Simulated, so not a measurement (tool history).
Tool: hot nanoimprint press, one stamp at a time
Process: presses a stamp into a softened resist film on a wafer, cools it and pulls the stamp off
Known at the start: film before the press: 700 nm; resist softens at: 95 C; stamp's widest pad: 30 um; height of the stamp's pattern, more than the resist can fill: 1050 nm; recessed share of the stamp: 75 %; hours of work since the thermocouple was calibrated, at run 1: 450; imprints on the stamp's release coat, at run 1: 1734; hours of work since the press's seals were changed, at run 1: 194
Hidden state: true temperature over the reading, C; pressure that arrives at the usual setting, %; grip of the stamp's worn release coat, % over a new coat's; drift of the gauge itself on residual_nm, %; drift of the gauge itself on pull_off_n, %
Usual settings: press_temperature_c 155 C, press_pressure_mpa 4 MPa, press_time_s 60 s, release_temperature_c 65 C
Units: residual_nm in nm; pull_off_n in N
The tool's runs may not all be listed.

run   hour  press_temperature_c  press_pressure_mpa  press_time_s  release_temperature_c  hours of work since the thermocouple was calibrated  imprints on the stamp's release coat  hours of work since the press's seals were changed  residual_nm  pull_off_n
  1      0                  155                   4            60                     65                                                  450                                  1734                                                 194        252.6         211
  2   35.2                  159                   4            60                     65                                                  476                                  1886                                                 220        215.7         213
      45.2  -- stamp cleaned and given a new release coat
      56.3  -- plate thermocouple calibrated
  3     90                  159                   4            60                     65                                                   25                                   181                                                 254        224.9         190
  4  134.5                  157                   4            60                     65                                                   58                                   373                                                 286        242.8         194
  5    172                  157                   4            60                     65                                                   85                                   535                                                 314        242.9         192
  6  211.7                  157                   4            60                     65                                                  115                                   706                                                 343        243.5         198
  7  253.7                  157                   4            60                     65                                                  146                                   887                                                 374        240.8         197
  8  289.4                  157                   4            60                     65                                                  172                                  1042                                                 401        241.4         205
  9  324.7                  162                   4            60                     65                                                  198                                  1194                                                 427        196.9         202
 10  354.1                  162                   4            60                     65                                                  220                                  1321                                                 449        195.2         204
 11  405.1                  162                   4            60                     65                                                  258                                  1541                                                 486        194.8         210
 12  440.1                  155                   4            60                     65                                                  283                                  1693                                                 512          260         206
 13  477.8                  155                   4            60                     65                                                  311                                  1855                                                 540        256.4         210
     495.5  -- stamp cleaned and given a new release coat
 14  518.1                  155                   4            60                     65                                                  337                                    98                                                 565          259         183
 15  543.7                  155                   4            60                     65                                                  355                                   208                                                 584        257.4         191
 16  588.8                  155                4.54            33                     65                                                  389                                   403                                                 617        307.7         187

Forecast run 17:
 17  630.9                  155                4.54            33                     65                                                  420                                   585                                                 649            ?           ?

Run 17 gave residual_nm 309 nm, pull_off_n 192 N.
Without the tool's hidden state the same run would have given residual_nm 317.7 nm, pull_off_n 185 N.

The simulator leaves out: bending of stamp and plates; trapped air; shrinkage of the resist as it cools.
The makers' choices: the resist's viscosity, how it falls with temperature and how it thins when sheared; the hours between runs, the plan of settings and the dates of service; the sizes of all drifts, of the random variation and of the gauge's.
